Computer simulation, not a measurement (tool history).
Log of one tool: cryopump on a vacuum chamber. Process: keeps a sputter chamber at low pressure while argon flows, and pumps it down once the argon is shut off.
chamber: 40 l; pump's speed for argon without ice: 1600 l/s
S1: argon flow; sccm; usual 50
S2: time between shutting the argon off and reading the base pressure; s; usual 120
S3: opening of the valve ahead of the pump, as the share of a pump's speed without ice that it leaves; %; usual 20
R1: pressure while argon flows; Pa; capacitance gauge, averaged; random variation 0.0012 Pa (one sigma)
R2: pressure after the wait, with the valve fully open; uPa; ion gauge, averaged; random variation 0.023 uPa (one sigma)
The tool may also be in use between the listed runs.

run 1 hour=0 | S1=50 S2=120 S3=20 | R1=0.2674 R2=1.25
run 2 hour=33.8 | S1=65 S2=120 S3=20 | R1=0.3492 R2=1.29
run 3 hour=60.1 | S1=50 S2=120 S3=52 | R1=0.1064 R2=1.28
run 4 hour=84 | S1=50 S2=120 S3=52 | R1=0.1061 R2=1.3
run 5 hour=131.5 | S1=50 S2=120 S3=39 | R1=0.1399 R2=1.37
run 6 hour=181.8 | S1=50 S2=120 S3=39 | R1=0.1409 R2=1.36
run 7 hour=224.7 | S1=50 S2=120 S3=39 | R1=0.1403 R2=1.36
run 8 hour=255.6 | S1=50 S2=120 S3=39 | R1=0.1407 R2=1.4
run 9 hour=305 | S1=50 S2=120 S3=39 | R1=0.1419 R2=1.49
run 10 hour=347.9 | S1=50 S2=120 S3=39 | R1=0.1419 R2=1.49
run 11 hour=374.2 | S1=50 S2=120 S3=20 | R1=0.271 R2=1.46
run 12 hour=417.8 | S1=50 S2=120 S3=20 | R1=0.2735 R2=1.51
run 13 hour=460.6 | S1=50 S2=120 S3=20 | R1=0.2725 R2=1.51
run 14 hour=491.8 | S1=50 S2=120 S3=20 | R1=0.2723 R2=1.56
run 15 hour=535 | S1=35 S2=120 S3=20 | R1=0.1917 R2=1.51
run 16 hour=576.8 | S1=35 S2=120 S3=20 | R1=0.193 R2=1.66
run 17 hour=618.1 | S1=35 S2=120 S3=20 | R1=0.1906 R2=1.59
run 18 hour=652.7 | S1=35 S2=120 S3=20 | R1=0.1932 R2=1.55
-- hour=710.6 pump warmed up, emptied and cooled again
run 19 hour=713 | S1=35 S2=97 S3=20 | R1=0.1848 R2=1.57
run 20 hour=739.2 | S1=22 S2=38 S3=40 | R1=0.0581 R2=2.67
run 21 hour=790.4 | S1=80 S2=293 S3=34 | R1=0.2517 R2=1.12
run 22 hour=845 | S1=44 S2=116 S3=55 | R1=0.0854 R2=1.54
run 23 hour=871.6 | S1=35 S2=24 S3=30 | R1=0.1246 R2=3.91
run 24 hour=908.7 | S1=42 S2=21 S3=18 | R1=0.2474 R2=4.31
run 25 hour=963.2 | S1=42 S2=21 S3=18 | R1=0.251 R2=4.24
run 26 hour=1007.1 | S1=50 S2=122 S3=20 | R1=0.2679 R2=1.62
run 27 hour=1054.5 | S1=50 S2=122 S3=20 | R1=0.2685 R2=1.6
run 28 hour=1111.1 | S1=27 S2=24 S3=20 | R1=0.1475 R2=3.8
run 29 hour=1141.9 | S1=27 S2=24 S3=20 | R1=0.147 R2=3.99
run 30 hour=1189.1 | S1=64 S2=24 S3=18 | R1=0.3843 R2=4.02
run 31 hour=1224.5 | S1=50 S2=37 S3=18 | R1=0.2987 R2=3
run 32 hour=1257.6 | S1=42 S2=29 S3=33 | R1=0.1405 R2=3.44
run 33 hour=1287.1 | S1=100 S2=43 S3=36 | R1=0.3078 R2=2.83

5 ways to go on from here, each from the tool as it stands after run 33. What would each give?
run A hour=1318.1 | S1=29 S2=22 S3=20 | R1=? R2=?
run B hour=1318.1 | S1=81 S2=43 S3=36 | R1=? R2=?
run C hour=1318.1 | S1=79 S2=26 S3=20 | R1=? R2=?
run D hour=1318.1 | S1=100 S2=50 S3=53 | R1=? R2=?
run E hour=1318.1 | S1=75 S2=31 S3=20 | R1=? R2=?

run=A R1=0.1565 R2=4.31
run=B R1=0.2527 R2=2.84
run=C R1=0.4284 R2=3.9
run=D R1=0.2155 R2=2.56
run=E R1=0.4087 R2=3.49
Without the tool's hidden state the same runs would have given:
run=A R1=0.1518 R2=3.32
run=B R1=0.2394 R2=1.84
run=C R1=0.4156 R2=2.9
run=D R1=0.1992 R2=1.57
run=E R1=0.3965 R2=2.48
